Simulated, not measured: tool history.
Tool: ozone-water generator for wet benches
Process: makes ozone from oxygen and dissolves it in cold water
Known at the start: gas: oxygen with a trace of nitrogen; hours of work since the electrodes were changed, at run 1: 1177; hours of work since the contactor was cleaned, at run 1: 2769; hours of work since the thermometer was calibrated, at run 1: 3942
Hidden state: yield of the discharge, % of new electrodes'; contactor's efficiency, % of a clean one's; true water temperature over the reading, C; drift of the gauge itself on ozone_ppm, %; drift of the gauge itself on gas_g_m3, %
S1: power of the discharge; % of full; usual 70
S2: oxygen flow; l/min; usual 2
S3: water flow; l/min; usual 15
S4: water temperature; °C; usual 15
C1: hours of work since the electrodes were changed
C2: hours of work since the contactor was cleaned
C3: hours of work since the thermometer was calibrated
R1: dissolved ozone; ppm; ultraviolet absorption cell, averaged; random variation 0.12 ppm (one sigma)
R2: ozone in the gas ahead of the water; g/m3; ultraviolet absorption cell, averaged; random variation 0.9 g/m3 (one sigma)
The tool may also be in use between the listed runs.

run    hour  S1    S2  S3  S4    C1    C2    C3    R1     R2
  1       0  70     2  15  15  1177  2769  3942  11.8  146.2
  2    62.3  70     2  15  15  1228  2820  3994  11.5  148.6
  3    97.4  44     2  15  15  1257  2850  4023   8.4  105.5
  4   172.8  44     2  15  15  1319  2912  4085   8.6  104.7
  5     213  70     2  17  15  1353  2945  4118  10.3  146.3
  6     247  70     2  10  15  1381  2973  4146  16.7  146.6
  7   313.4  70     2  10  15  1436  3028  4201  16.7  147.9
  8     387  70     2  15  15  1496  3089  4262  11.7  145.1
      395.1  -- contactor cleaned
  9   434.5  70     2  15  15  1532    33  4298  11.4  146.8
 10   506.9  70     2  15  15  1592    92  4358  11.9  143.7
 11   554.3  70     2  15  15  1631   132  4397  11.5  145.8
      621.3  -- contactor cleaned, once more
 12   625.8  89  1.88  24   9  1687     4  4453   8.5  174.9
 13   680.9  89  1.88  24   9  1733    49  4499   8.4  174.2
 14   740.6  89  1.88  24   9  1782    99  4548   8.2  175.4
 15   815.4  89  1.88  24   9  1844   160  4610   8.3  174.8
 16   862.9  89  1.88  24   9  1883   200  4649   8.5  175.2
 17     925  89  1.88  24   9  1934   251  4700   8.2  174.1
 18   970.1  40  3.57  24   9  1972   288  4738   6.1   76.7
 19  1031.5  77  1.32  15  15  2022   339  4788  10.8  183.2
 20  1095.5  53     2  17  10  2075   392  4841   8.8  117.6
 21  1131.8  53     2  17  10  2105   422  4871   8.6  119.7

Some steps in R1 between neighbouring runs. How much of each would the tool show without its hidden state too (settings, what came in, random variation), and how much is left for the hidden state, with any gauge scatter that isn't in both results?
Run 4 -> 5: S1 44 -> 70, S3 15 -> 17. R1 +1.7 ppm: hidden state -0.3, all else +2.
Run 5 -> 6: S3 17 -> 10. R1 +6.4 ppm: hidden state -0.1, all else +6.5.
Run 7 -> 8: S3 10 -> 15. R1 -5 ppm: hidden state +0.2, all else -5.2.
Run 18 -> 19: S1 40 -> 77, S2 3.57 -> 1.32, S3 24 -> 15, S4 9 -> 15. R1 +4.7 ppm: hidden state -0.3, all else +5.

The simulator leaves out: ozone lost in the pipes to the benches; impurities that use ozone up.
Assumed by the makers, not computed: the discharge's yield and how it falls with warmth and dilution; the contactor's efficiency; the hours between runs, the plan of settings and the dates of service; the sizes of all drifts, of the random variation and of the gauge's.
